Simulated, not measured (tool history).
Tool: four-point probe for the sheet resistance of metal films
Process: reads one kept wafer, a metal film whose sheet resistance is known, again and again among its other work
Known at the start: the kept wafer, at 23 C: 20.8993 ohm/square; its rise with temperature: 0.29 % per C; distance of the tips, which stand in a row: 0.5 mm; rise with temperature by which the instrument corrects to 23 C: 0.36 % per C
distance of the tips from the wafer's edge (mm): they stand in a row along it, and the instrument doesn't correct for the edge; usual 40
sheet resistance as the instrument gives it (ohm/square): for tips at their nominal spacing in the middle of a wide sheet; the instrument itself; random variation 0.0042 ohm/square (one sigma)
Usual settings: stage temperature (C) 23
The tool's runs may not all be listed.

| run | hour | stage temperature (C) | distance of the tips from the wafer's edge (mm) | sheet resistance as the instrument gives it (ohm/square) |
|---|---|---|---|---|
| 1 | 0.0 | 23 | 40 | 20.881381 |
| 2 | 117.5 | 23 | 40 | 20.887272 |
| 3 | 224.0 | 23 | 40 | 20.876774 |
| 4 | 299.3 | 23 | 40 | 20.877048 |
| 5 | 415.6 | 24 | 40 | 20.858902 |
| 6 | 523.0 | 24 | 40 | 20.861080 |
| 7 | 602.1 | 24 | 40 | 20.865859 |
| 8 | 723.3 | 24 | 40 | 20.860083 |
| 9 | 782.2 | 24 | 40 | 20.860801 |
| 10 | 891.6 | 33 | 40 | 20.729185 |
| 11 | 944.9 | 33 | 40 | 20.728725 |
| 12 | 1062.7 | 33 | 40 | 20.734445 |
| 13 | 1155.5 | 33 | 40 | 20.728310 |
| 14 | 1221.4 | 23 | 28 | 20.867215 |
| 15 | 1320.4 | 23 | 40 | 20.871432 |
| 16 | 1379.4 | 29 | 40 | 20.777142 |
|  | 1401.6 | stage's thermometer calibrated |
| 17 | 1450.5 | 23 | 3 | 21.182551 |
| 18 | 1505.8 | 23 | 3 | 21.182142 |
| 19 | 1575.2 | 21 | 40 | 20.908212 |
| 20 | 1698.3 | 21 | 40 | 20.906598 |
| 21 | 1809.9 | 21 | 40 | 20.910304 |
|  | 1883.7 | stage's thermometer calibrated, once more |
| 22 | 1891.3 | 21 | 40 | 20.864309 |
| 23 | 1992.8 | 21 | 40 | 20.864619 |
| 24 | 2108.1 | 21 | 45 | 20.865530 |
| 25 | 2193.6 | 30 | 15 | 20.742547 |
| 26 | 2243.9 | 30 | 15 | 20.748072 |
| 27 | 2331.9 | 29 | 13 | 20.765559 |
| 28 | 2441.5 | 25 | 21 | 20.807028 |
| 29 | 2553.6 | 23 | 40 | 20.831023 |
| 30 | 2619.1 | 20 | 11 | 20.899481 |
| 31 | 2688.8 | 27 | 25 | 20.781524 |
| 32 | 2768.1 | 23 | 5 | 20.936099 |
| 33 | 2822.1 | 19 | 5 | 21.000719 |
| 34 | 2925.1 | 19 | 5 | 20.996822 |
| 35 | 2999.6 | 30 | 7 | 20.786136 |
| 36 | 3057.9 | 19 | 41 | 20.888000 |
| 37 | 3140.1 | 34 | 24 | 20.675724 |
| 38 | 3245.7 | 29 | 46 | 20.736711 |
|  | 3300.1 | new probe head fitted |
| 39 | 3350.6 | 29 | 46 | 20.867194 |
| 40 | 3418.6 | 29 | 46 | 20.867423 |
| 41 | 3501.2 | 29 | 46 | 20.869538 |
| 42 | 3583.9 | 29 | 46 | 20.865356 |
| 43 | 3664.6 | 32 | 7 | 20.877532 |
| 44 | 3786.8 | 32 | 6 | 20.899845 |
| 45 | 3872.1 | 23 | 30 | 20.959618 |

Forecast each of these 4 alternatives for the next run:
| A | 3951.0 | 26 | 40 | ? |
| B | 3951.0 | 23 | 15 | ? |
| C | 3951.0 | 23 | 6 | ? |
| D | 3951.0 | 24 | 3 | ? |

| run | sheet resistance as the instrument gives it (ohm/square) |
|---|---|
| A | 20.907361 |
| B | 20.958074 |
| C | 21.029644 |
| D | 21.241710 |
Without the tool's hidden state the same runs would have given:
| run | sheet resistance as the instrument gives it (ohm/square) |
|---|---|
| A | 20.859259 |
| B | 20.909799 |
| C | 20.981214 |
| D | 21.192848 |
